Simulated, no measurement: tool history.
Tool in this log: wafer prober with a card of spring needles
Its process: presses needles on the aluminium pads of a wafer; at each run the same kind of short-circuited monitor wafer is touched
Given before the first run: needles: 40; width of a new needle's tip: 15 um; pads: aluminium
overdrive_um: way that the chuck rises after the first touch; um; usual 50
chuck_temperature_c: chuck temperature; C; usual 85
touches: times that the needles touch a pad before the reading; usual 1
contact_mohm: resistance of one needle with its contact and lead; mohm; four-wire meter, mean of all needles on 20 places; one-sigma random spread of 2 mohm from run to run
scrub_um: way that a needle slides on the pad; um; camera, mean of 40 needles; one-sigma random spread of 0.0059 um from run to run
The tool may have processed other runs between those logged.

Run 1, hour 0.0: usual settings. Result: contact_mohm 220 mohm, scrub_um 9.820 um.
Run 2, hour 5.8: usual settings. Result: contact_mohm 245 mohm, scrub_um 9.820 um.
At hour 11.2: tips cleaned on abrasive film.
Run 3, hour 15.5: usual settings but touches 2. Result: contact_mohm 227 mohm, scrub_um 9.809 um.
Run 4, hour 21.5: usual settings but touches 2. Result: contact_mohm 234 mohm, scrub_um 9.811 um.
At hour 23.3: tips cleaned on abrasive film.
Run 5, hour 25.9: usual settings but touches 2. Result: contact_mohm 222 mohm, scrub_um 9.803 um.
Run 6, hour 32.3: usual settings but touches 2. Result: contact_mohm 237 mohm, scrub_um 9.799 um.
At hour 34.9: tips cleaned on abrasive film.
Run 7, hour 42.2: usual settings. Result: contact_mohm 244 mohm, scrub_um 9.787 um.
At hour 46.8: tips cleaned on abrasive film.
Run 8, hour 47.3: usual settings. Result: contact_mohm 216 mohm, scrub_um 9.792 um.
Run 9, hour 56.0: usual settings. Result: contact_mohm 253 mohm, scrub_um 9.796 um.
At hour 58.8: tips cleaned on abrasive film.
Run 10, hour 66.1: usual settings. Result: contact_mohm 246 mohm, scrub_um 9.774 um.
At hour 69.2: height of the first contact set anew.
At hour 70.7: tips cleaned on abrasive film.
Run 11, hour 76.6: usual settings. Result: contact_mohm 240 mohm, scrub_um 9.835 um.
At hour 82.3: tips cleaned on abrasive film.
Run 12, hour 86.0: usual settings. Result: contact_mohm 232 mohm, scrub_um 9.815 um.
Run 13, hour 92.7: usual settings. Result: contact_mohm 252 mohm, scrub_um 9.813 um.
At hour 94.5: tips cleaned on abrasive film.
Run 14, hour 103.1: usual settings but overdrive_um 32 um. Result: contact_mohm 297 mohm, scrub_um 6.257 um.
At hour 106.1: tips cleaned on abrasive film.
Run 15, hour 109.4: usual settings but overdrive_um 32 um. Result: contact_mohm 259 mohm, scrub_um 6.260 um.
Run 16, hour 116.5: usual settings but overdrive_um 32 um. Result: contact_mohm 304 mohm, scrub_um 6.266 um.
At hour 117.9: tips cleaned on abrasive film.
Run 17, hour 125.7: usual settings but chuck_temperature_c 29 C. Result: contact_mohm 237 mohm, scrub_um 9.800 um.
At hour 129.8: tips cleaned on abrasive film.
Run 18, hour 130.2: usual settings but overdrive_um 60 um. Result: contact_mohm 213 mohm, scrub_um 11.748 um.
Run 19, hour 135.0: usual settings but overdrive_um 60 um, chuck_temperature_c 73 C, touches 2. Result: contact_mohm 218 mohm, scrub_um 11.744 um.
Run 20, hour 139.2: usual settings but overdrive_um 60 um, chuck_temperature_c 73 C, touches 2. Result: contact_mohm 225 mohm, scrub_um 11.755 um.
At hour 141.5: tips cleaned on abrasive film.
Run 21, hour 145.2: usual settings but overdrive_um 60 um, chuck_temperature_c 73 C, touches 2. Result: contact_mohm 216 mohm, scrub_um 11.726 um.
Run 22, hour 149.3: usual settings but chuck_temperature_c 47 C. Result: contact_mohm 238 mohm, scrub_um 9.763 um.
At hour 153.3: tips cleaned on abrasive film.
Run 23, hour 157.6: usual settings but chuck_temperature_c 47 C. Result: contact_mohm 229 mohm, scrub_um 9.754 um.
Run 24, hour 162.7: usual settings but overdrive_um 31 um. Result: contact_mohm 311 mohm, scrub_um 6.033 um.
At hour 165.1: tips cleaned on abrasive film.
At hour 165.4: height of the first contact set anew.
Run 25, hour 172.2: usual settings but overdrive_um 31 um, chuck_temperature_c 27 C. Result: contact_mohm 288 mohm, scrub_um 6.097 um.
At hour 177.7: tips cleaned on abrasive film.
Run 26, hour 178.3: usual settings but overdrive_um 31 um, chuck_temperature_c 27 C. Result: contact_mohm 224 mohm, scrub_um 6.090 um.
Run 27, hour 187.9: usual settings but overdrive_um 47 um, chuck_temperature_c 90 C. Result: contact_mohm 254 mohm, scrub_um 9.233 um.
At hour 189.8: tips cleaned on abrasive film.
Run 28, hour 195.6: usual settings but overdrive_um 47 um, chuck_temperature_c 90 C. Result: contact_mohm 246 mohm, scrub_um 9.225 um.
At hour 201.6: tips cleaned on abrasive film.
Run 29, hour 204.0: usual settings but overdrive_um 33 um, chuck_temperature_c 42 C, touches 2. Result: contact_mohm 235 mohm, scrub_um 6.460 um.
Run 30, hour 208.3: usual settings but overdrive_um 55 um, chuck_temperature_c 42 C. Result: contact_mohm 230 mohm, scrub_um 10.779 um.
Run 31, hour 213.0: usual settings but chuck_temperature_c 33 C, touches 2. Result: contact_mohm 226 mohm, scrub_um 9.806 um.
At hour 213.9: tips cleaned on abrasive film.
Run 32, hour 221.9: usual settings but chuck_temperature_c 33 C, touches 2. Result: contact_mohm 222 mohm, scrub_um 9.798 um.
At hour 225.9: tips cleaned on abrasive film.
Run 33, hour 231.4: usual settings but chuck_temperature_c 33 C, touches 2. Result: contact_mohm 219 mohm, scrub_um 9.776 um.

Predict each of these 5 candidate next runs independently; none follows another, all start after run 33:
At hour 237.8: tips cleaned on abrasive film.
Run A, hour 241.3: usual settings but overdrive_um 44 um, chuck_temperature_c 57 C. Result: contact_mohm ?, scrub_um ?.
At hour 237.8: tips cleaned on abrasive film.
Run B, hour 241.3: usual settings but overdrive_um 45 um, chuck_temperature_c 114 C. Result: contact_mohm ?, scrub_um ?.
At hour 237.8: tips cleaned on abrasive film.
Run C, hour 241.3: usual settings but overdrive_um 30 um. Result: contact_mohm ?, scrub_um ?.
At hour 237.8: tips cleaned on abrasive film.
Run D, hour 241.3: usual settings but overdrive_um 48 um. Result: contact_mohm ?, scrub_um ?.
At hour 237.8: tips cleaned on abrasive film.
Run E, hour 241.3: usual settings but overdrive_um 31 um, chuck_temperature_c 90 C, touches 2. Result: contact_mohm ?, scrub_um ?.

run  contact_mohm  scrub_um
  A           236     8.591
  B           244     8.801
  C           276     5.837
  D           236     9.386
  E           253     6.032
Without the tool's unlogged condition, the same runs would have read:
run  contact_mohm  scrub_um
  A           206     8.651
  B           219     8.862
  C           220     5.897
  D           212     9.447
  E           221     6.092
